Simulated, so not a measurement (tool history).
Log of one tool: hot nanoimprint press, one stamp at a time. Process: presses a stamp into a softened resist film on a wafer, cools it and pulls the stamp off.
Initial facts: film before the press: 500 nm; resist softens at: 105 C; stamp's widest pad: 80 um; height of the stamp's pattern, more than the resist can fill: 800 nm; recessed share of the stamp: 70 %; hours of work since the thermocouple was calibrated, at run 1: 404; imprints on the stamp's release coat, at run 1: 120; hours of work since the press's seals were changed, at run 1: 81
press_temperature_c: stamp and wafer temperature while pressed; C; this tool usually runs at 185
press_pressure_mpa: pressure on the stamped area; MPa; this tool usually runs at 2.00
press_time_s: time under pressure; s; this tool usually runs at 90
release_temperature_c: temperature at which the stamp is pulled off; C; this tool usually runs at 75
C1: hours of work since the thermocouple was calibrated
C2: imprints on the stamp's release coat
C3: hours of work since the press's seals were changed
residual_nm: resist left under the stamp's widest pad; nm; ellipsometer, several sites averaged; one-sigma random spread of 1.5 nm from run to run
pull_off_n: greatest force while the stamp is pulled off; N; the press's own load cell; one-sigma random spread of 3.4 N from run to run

Run 1, hour 0.0: usual settings; C1 404; C2 120; C3 81. Result: residual_nm 253.5 nm, pull_off_n 175 N.
Run 2, hour 9.5: usual settings; C1 409; C2 154; C3 86. Result: residual_nm 255.2 nm, pull_off_n 171 N.
Run 3, hour 29.7: usual settings; C1 418; C2 226; C3 95. Result: residual_nm 256.8 nm, pull_off_n 176 N.
Run 4, hour 45.4: usual settings; C1 425; C2 282; C3 103. Result: residual_nm 256.4 nm, pull_off_n 183 N.
Run 5, hour 62.9: usual settings; C1 434; C2 344; C3 111. Result: residual_nm 257.7 nm, pull_off_n 178 N.
Run 6, hour 79.4: usual settings; C1 441; C2 403; C3 119. Result: residual_nm 258.1 nm, pull_off_n 181 N.
Run 7, hour 98.0: usual settings; C1 450; C2 469; C3 127. Result: residual_nm 257.9 nm, pull_off_n 184 N.
At hour 101.9: plate thermocouple calibrated.
Run 8, hour 120.1: usual settings; C1 9; C2 537; C3 136. Result: residual_nm 259.4 nm, pull_off_n 187 N.
Run 9, hour 130.7: usual settings but press_pressure_mpa 1.77 MPa; C1 14; C2 574; C3 141. Result: residual_nm 271.1 nm, pull_off_n 188 N.
At hour 138.9: plate thermocouple calibrated, once more.
Run 10, hour 146.7: usual settings but press_pressure_mpa 1.77 MPa; C1 4; C2 621; C3 147. Result: residual_nm 257.6 nm, pull_off_n 173 N.
Run 11, hour 162.9: usual settings; C1 11; C2 678; C3 155. Result: residual_nm 246.9 nm, pull_off_n 181 N.
Run 12, hour 172.6: usual settings; C1 16; C2 713; C3 160. Result: residual_nm 245.1 nm, pull_off_n 191 N.
Run 13, hour 184.4: usual settings but press_pressure_mpa 1.61 MPa; C1 21; C2 755; C3 165. Result: residual_nm 267.4 nm, pull_off_n 184 N.
Run 14, hour 200.9: usual settings but press_pressure_mpa 1.61 MPa; C1 29; C2 814; C3 173. Result: residual_nm 267.8 nm, pull_off_n 189 N.
Run 15, hour 213.2: usual settings but press_temperature_c 183 C, press_pressure_mpa 1.62 MPa, press_time_s 146 s, release_temperature_c 73 C; C1 35; C2 857; C3 179. Result: residual_nm 232.6 nm, pull_off_n 197 N.
Run 16, hour 227.6: usual settings but press_time_s 72 s, release_temperature_c 62 C; C1 42; C2 909; C3 185. Result: residual_nm 265.0 nm, pull_off_n 244 N.
Run 17, hour 247.5: usual settings but press_temperature_c 181 C; C1 51; C2 979; C3 195. Result: residual_nm 268.4 nm, pull_off_n 203 N.
Run 18, hour 260.2: usual settings but press_temperature_c 195 C, press_pressure_mpa 2.13 MPa, press_time_s 140 s, release_temperature_c 74 C; C1 57; C2 1024; C3 201. Result: residual_nm 155.2 nm, pull_off_n 194 N.
Run 19, hour 278.9: usual settings but press_temperature_c 177 C; C1 66; C2 1091; C3 210. Result: residual_nm 299.8 nm, pull_off_n 200 N.
Run 20, hour 288.0: usual settings but press_temperature_c 180 C, press_pressure_mpa 2.82 MPa, press_time_s 140 s, release_temperature_c 71 C; C1 70; C2 1124; C3 214. Result: residual_nm 209.0 nm, pull_off_n 214 N.
Run 21, hour 309.4: usual settings but press_time_s 74 s; C1 80; C2 1199; C3 224. Result: residual_nm 266.7 nm, pull_off_n 206 N.
At hour 322.9: stamp cleaned and given a new release coat.
Run 22, hour 329.1: usual settings but press_temperature_c 177 C, press_time_s 74 s, release_temperature_c 68 C; C1 87; C2 22; C3 230. Result: residual_nm 317.7 nm, pull_off_n 197 N.
Run 23, hour 346.2: usual settings but press_temperature_c 177 C, press_time_s 74 s, release_temperature_c 68 C; C1 95; C2 83; C3 238. Result: residual_nm 316.4 nm, pull_off_n 197 N.
Run 24, hour 363.8: usual settings but press_temperature_c 191 C, release_temperature_c 71 C; C1 103; C2 146; C3 247. Result: residual_nm 214.7 nm, pull_off_n 186 N.

Consider 5 possible next runs. They are alternatives, not a sequence: every one starts from the tool as it was left by run 24. What does each give?
Run A, hour 379.0: usual settings but press_temperature_c 184 C, press_pressure_mpa 1.78 MPa; C1 110; C2 200; C3 254. Result: residual_nm ?, pull_off_n ?.
Run B, hour 379.0: usual settings but press_temperature_c 191 C, release_temperature_c 81 C; C1 110; C2 200; C3 254. Result: residual_nm ?, pull_off_n ?.
Run C, hour 379.0: usual settings but press_temperature_c 191 C, release_temperature_c 69 C; C1 110; C2 200; C3 254. Result: residual_nm ?, pull_off_n ?.
Run D, hour 379.0: usual settings but press_temperature_c 191 C, press_time_s 50 s, release_temperature_c 71 C; C1 110; C2 200; C3 254. Result: residual_nm ?, pull_off_n ?.
Run E, hour 379.0: usual settings but release_temperature_c 68 C; C1 110; C2 200; C3 254. Result: residual_nm ?, pull_off_n ?.

run  residual_nm  pull_off_n
  A        266.5         173
  B        216.5         141
  C        217.8         194
  D        266.0         185
  E        248.8         194
With no hidden state in the tool, these same runs would have given:
run  residual_nm  pull_off_n
  A        261.9         166
  B        212.3         135
  C        213.6         186
  D        261.4         177
  E        244.2         185
